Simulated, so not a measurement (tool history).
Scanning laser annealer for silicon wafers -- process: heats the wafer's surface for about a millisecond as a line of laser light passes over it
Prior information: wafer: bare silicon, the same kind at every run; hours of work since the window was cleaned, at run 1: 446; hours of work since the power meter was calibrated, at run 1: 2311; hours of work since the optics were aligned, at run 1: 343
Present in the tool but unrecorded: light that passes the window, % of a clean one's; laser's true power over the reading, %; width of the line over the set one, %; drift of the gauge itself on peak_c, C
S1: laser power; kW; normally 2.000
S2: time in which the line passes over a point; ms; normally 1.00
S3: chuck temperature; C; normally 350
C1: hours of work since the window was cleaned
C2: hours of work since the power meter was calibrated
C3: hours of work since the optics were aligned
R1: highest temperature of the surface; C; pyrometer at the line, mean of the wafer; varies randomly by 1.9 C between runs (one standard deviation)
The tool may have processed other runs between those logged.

Run 1, day 0.000: usual settings; C1 446; C2 2311; C3 343. Result: R1 1109 C.
Run 2, day 2.908: usual settings; C1 488; C2 2353; C3 385. Result: R1 1109 C.
Run 3, day 6.612: usual settings but S3 385 C; C1 541; C2 2407; C3 438. Result: R1 1143 C.
At day 8.158: window over the wafer cleaned.
Run 4, day 10.462: usual settings but S3 319 C; C1 33; C2 2462; C3 493. Result: R1 1075 C.
Run 5, day 12.950: usual settings; C1 69; C2 2498; C3 529. Result: R1 1104 C.
Run 6, day 14.758: usual settings; C1 96; C2 2524; C3 555. Result: R1 1106 C.
Run 7, day 18.558: usual settings; C1 151; C2 2579; C3 610. Result: R1 1105 C.
Run 8, day 21.529: usual settings; C1 194; C2 2622; C3 653. Result: R1 1109 C.
Run 9, day 24.054: usual settings; C1 230; C2 2658; C3 690. Result: R1 1107 C.
Run 10, day 26.417: usual settings; C1 264; C2 2692; C3 724. Result: R1 1108 C.
Run 11, day 28.800: usual settings; C1 299; C2 2727; C3 758. Result: R1 1108 C.
Run 12, day 30.588: usual settings but S1 2.194 kW; C1 325; C2 2753; C3 784. Result: R1 1202 C.
Run 13, day 33.112: usual settings but S1 1.771 kW, S2 1.15 ms, S3 320 C; C1 361; C2 2789; C3 821. Result: R1 1024 C.
Run 14, day 35.662: usual settings but S1 2.060 kW, S2 0.97 ms, S3 370 C; C1 398; C2 2826; C3 858. Result: R1 1142 C.
At day 36.338: optics aligned, line set to its width.
Run 15, day 37.975: usual settings but S1 1.782 kW, S2 0.82 ms, S3 335 C; C1 429; C2 2857; C3 24. Result: R1 919 C.
Run 16, day 40.762: usual settings but S1 1.782 kW, S2 0.82 ms, S3 335 C; C1 469; C2 2897; C3 64. Result: R1 916 C.
Run 17, day 43.862: usual settings but S1 1.782 kW, S2 0.82 ms, S3 335 C; C1 514; C2 2942; C3 109. Result: R1 916 C.
At day 47.308: window over the wafer cleaned.
Run 18, day 47.308: usual settings but S1 1.782 kW, S2 0.82 ms, S3 335 C; C1 0; C2 2991; C3 158. Result: R1 915 C.
Run 19, day 49.750: usual settings but S1 1.782 kW, S2 0.82 ms, S3 361 C; C1 35; C2 3026; C3 193. Result: R1 944 C.
Run 20, day 53.704: usual settings but S1 1.782 kW, S2 0.82 ms, S3 361 C; C1 93; C2 3083; C3 250. Result: R1 943 C.
Run 21, day 55.912: usual settings but S1 2.072 kW; C1 125; C2 3115; C3 282. Result: R1 1144 C.
Run 22, day 60.188: usual settings but S1 1.813 kW, S2 0.76 ms, S3 323 C; C1 186; C2 3177; C3 344. Result: R1 894 C.
Run 23, day 63.600: usual settings but S1 1.813 kW, S2 0.76 ms, S3 323 C; C1 236; C2 3226; C3 393. Result: R1 893 C.

How the hidden state differs across the entries between the runs, from the last listed run before each to the first after it:
Run 3 -> run 4: window over the wafer cleaned (day 8.158)
  light that passes the window, % of a clean one's: 99.96 -> 100
Run 14 -> run 15: optics aligned, line set to its width (day 36.338)
  light that passes the window, % of a clean one's: 99.97 -> 99.96; width of the line over the set one, %: 0.04 -> 0.01
Run 17 -> run 18: window over the wafer cleaned (day 47.308)
  light that passes the window, % of a clean one's: 99.96 -> 100
